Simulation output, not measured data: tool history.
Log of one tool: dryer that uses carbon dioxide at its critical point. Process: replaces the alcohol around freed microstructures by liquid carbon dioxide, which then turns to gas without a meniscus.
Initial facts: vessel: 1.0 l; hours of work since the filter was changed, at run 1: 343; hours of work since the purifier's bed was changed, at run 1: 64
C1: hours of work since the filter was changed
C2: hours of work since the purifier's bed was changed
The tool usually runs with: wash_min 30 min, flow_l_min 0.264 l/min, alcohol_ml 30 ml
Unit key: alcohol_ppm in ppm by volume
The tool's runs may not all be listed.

run 1 hour=0.0 | wash_min=30 flow_l_min=0.264 alcohol_ml=30 | C1=343 C2=64 | alcohol_ppm=83
run 2 hour=4.1 | wash_min=30 flow_l_min=0.325 alcohol_ml=30 | C1=346 C2=67 | alcohol_ppm=53
run 3 hour=8.2 | wash_min=22 flow_l_min=0.325 alcohol_ml=30 | C1=348 C2=70 | alcohol_ppm=120
run 4 hour=13.2 | wash_min=22 flow_l_min=0.392 alcohol_ml=30 | C1=352 C2=73 | alcohol_ppm=57
run 5 hour=18.1 | wash_min=30 flow_l_min=0.389 alcohol_ml=30 | C1=355 C2=76 | alcohol_ppm=37
run 6 hour=26.3 | wash_min=30 flow_l_min=0.202 alcohol_ml=30 | C1=360 C2=82 | alcohol_ppm=296
run 7 hour=32.9 | wash_min=30 flow_l_min=0.202 alcohol_ml=30 | C1=365 C2=86 | alcohol_ppm=303
run 8 hour=38.1 | wash_min=30 flow_l_min=0.202 alcohol_ml=30 | C1=368 C2=90 | alcohol_ppm=303
run 9 hour=47.2 | wash_min=30 flow_l_min=0.202 alcohol_ml=30 | C1=374 C2=96 | alcohol_ppm=303
run 10 hour=53.8 | wash_min=33 flow_l_min=0.202 alcohol_ml=30 | C1=379 C2=100 | alcohol_ppm=208
run 11 hour=60.6 | wash_min=30 flow_l_min=0.169 alcohol_ml=30 | C1=383 C2=105 | alcohol_ppm=651
run 12 hour=69.2 | wash_min=37 flow_l_min=0.169 alcohol_ml=35 | C1=389 C2=111 | alcohol_ppm=327
-- hour=71.3 inlet filter changed
run 13 hour=76.3 | wash_min=40 flow_l_min=0.264 alcohol_ml=31 | C1=3 C2=115 | alcohol_ppm=56
run 14 hour=80.4 | wash_min=26 flow_l_min=0.264 alcohol_ml=31 | C1=6 C2=117 | alcohol_ppm=142
run 15 hour=85.8 | wash_min=23 flow_l_min=0.414 alcohol_ml=31 | C1=10 C2=121 | alcohol_ppm=58
run 16 hour=90.5 | wash_min=23 flow_l_min=0.446 alcohol_ml=31 | C1=13 C2=124 | alcohol_ppm=58
run 17 hour=97.3 | wash_min=30 flow_l_min=0.206 alcohol_ml=33 | C1=17 C2=129 | alcohol_ppm=219
run 18 hour=102.7 | wash_min=30 flow_l_min=0.206 alcohol_ml=33 | C1=21 C2=132 | alcohol_ppm=234
run 19 hour=108.1 | wash_min=20 flow_l_min=0.366 alcohol_ml=37 | C1=25 C2=136 | alcohol_ppm=113
run 20 hour=112.3 | wash_min=25 flow_l_min=0.366 alcohol_ml=38 | C1=27 C2=139 | alcohol_ppm=70

Results per run with the tool's hidden condition removed, run-to-run variation unchanged:
The hidden state here: flow that reaches the vessel past the clogged filter, %; alcohol in the recycled carbon dioxide, ppm; drift of the gauge itself on alcohol_ppm, %.
run=1 alcohol_ppm=35
run=2 alcohol_ppm=20
run=3 alcohol_ppm=53
run=4 alcohol_ppm=16
run=5 alcohol_ppm=6
run=6 alcohol_ppm=169
run=7 alcohol_ppm=176
run=8 alcohol_ppm=172
run=9 alcohol_ppm=171
run=10 alcohol_ppm=102
run=11 alcohol_ppm=414
run=12 alcohol_ppm=175
run=13 alcohol_ppm=13
run=14 alcohol_ppm=95
run=15 alcohol_ppm=12
run=16 alcohol_ppm=11
run=17 alcohol_ppm=163
run=18 alcohol_ppm=174
run=19 alcohol_ppm=58
run=20 alcohol_ppm=19
